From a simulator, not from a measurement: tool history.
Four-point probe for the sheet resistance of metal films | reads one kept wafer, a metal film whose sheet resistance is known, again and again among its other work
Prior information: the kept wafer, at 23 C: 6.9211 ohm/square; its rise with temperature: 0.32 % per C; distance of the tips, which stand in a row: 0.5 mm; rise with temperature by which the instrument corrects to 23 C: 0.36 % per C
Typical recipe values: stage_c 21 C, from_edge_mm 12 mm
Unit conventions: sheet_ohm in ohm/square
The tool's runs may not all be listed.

{"run": 1, "hour": 0.0, "stage_c": 21, "from_edge_mm": 12, "sheet_ohm": 6.922784}
{"run": 2, "hour": 15.7, "stage_c": 21, "from_edge_mm": 12, "sheet_ohm": 6.923796}
{"run": 3, "hour": 30.0, "stage_c": 21, "from_edge_mm": 12, "sheet_ohm": 6.922543}
{"run": 4, "hour": 44.1, "stage_c": 21, "from_edge_mm": 12, "sheet_ohm": 6.925859}
{"run": 5, "hour": 68.3, "stage_c": 21, "from_edge_mm": 12, "sheet_ohm": 6.927303}
{"run": 6, "hour": 90.0, "stage_c": 21, "from_edge_mm": 12, "sheet_ohm": 6.927905}
{"run": 7, "hour": 108.0, "stage_c": 21, "from_edge_mm": 23, "sheet_ohm": 6.925063}
{"run": 8, "hour": 131.9, "stage_c": 21, "from_edge_mm": 23, "sheet_ohm": 6.92995}
{"run": 9, "hour": 152.4, "stage_c": 21, "from_edge_mm": 23, "sheet_ohm": 6.926355}
{"run": 10, "hour": 172.9, "stage_c": 33, "from_edge_mm": 12, "sheet_ohm": 6.90322}
{"run": 11, "hour": 185.5, "stage_c": 21, "from_edge_mm": 22, "sheet_ohm": 6.930577}
{"run": 12, "hour": 204.8, "stage_c": 21, "from_edge_mm": 22, "sheet_ohm": 6.932879}
{"run": 13, "hour": 219.9, "stage_c": 21, "from_edge_mm": 22, "sheet_ohm": 6.932881}
{"run": 14, "hour": 244.1, "stage_c": 32, "from_edge_mm": 7, "sheet_ohm": 6.922197}
{"run": 15, "hour": 264.7, "stage_c": 32, "from_edge_mm": 7, "sheet_ohm": 6.920525}
{"run": 16, "hour": 279.4, "stage_c": 30, "from_edge_mm": 4, "sheet_ohm": 6.968624}
{"run": 17, "hour": 304.0, "stage_c": 27, "from_edge_mm": 10, "sheet_ohm": 6.930364}
{"run": 18, "hour": 326.6, "stage_c": 33, "from_edge_mm": 4, "sheet_ohm": 6.965037}
{"run": 19, "hour": 337.1, "stage_c": 29, "from_edge_mm": 16, "sheet_ohm": 6.919137}
{"run": 20, "hour": 352.4, "stage_c": 21, "from_edge_mm": 6, "sheet_ohm": 6.965484}
{"run": 21, "hour": 370.4, "stage_c": 30, "from_edge_mm": 12, "sheet_ohm": 6.92078}
{"run": 22, "hour": 390.8, "stage_c": 30, "from_edge_mm": 12, "sheet_ohm": 6.92539}
{"run": 23, "hour": 401.3, "stage_c": 28, "from_edge_mm": 12, "sheet_ohm": 6.928259}
{"run": 24, "hour": 418.8, "stage_c": 33, "from_edge_mm": 46, "sheet_ohm": 6.911623}
{"run": 25, "hour": 441.8, "stage_c": 34, "from_edge_mm": 7, "sheet_ohm": 6.927192}

Forecast each of these 4 alternatives for the next run:
{"run": "A", "hour": 455.7, "stage_c": 23, "from_edge_mm": 38, "sheet_ohm": "?"}
{"run": "B", "hour": 455.7, "stage_c": 27, "from_edge_mm": 72, "sheet_ohm": "?"}
{"run": "C", "hour": 455.7, "stage_c": 21, "from_edge_mm": 46, "sheet_ohm": "?"}
{"run": "D", "hour": 455.7, "stage_c": 27, "from_edge_mm": 74, "sheet_ohm": "?"}

run=A sheet_ohm=6.941851
run=B sheet_ohm=6.928431
run=C sheet_ohm=6.948253
run=D sheet_ohm=6.927632
Without the tool's hidden state the same runs would have given:
run=A sheet_ohm=6.923360
run=B sheet_ohm=6.910036
run=C sheet_ohm=6.929715
run=D sheet_ohm=6.909238
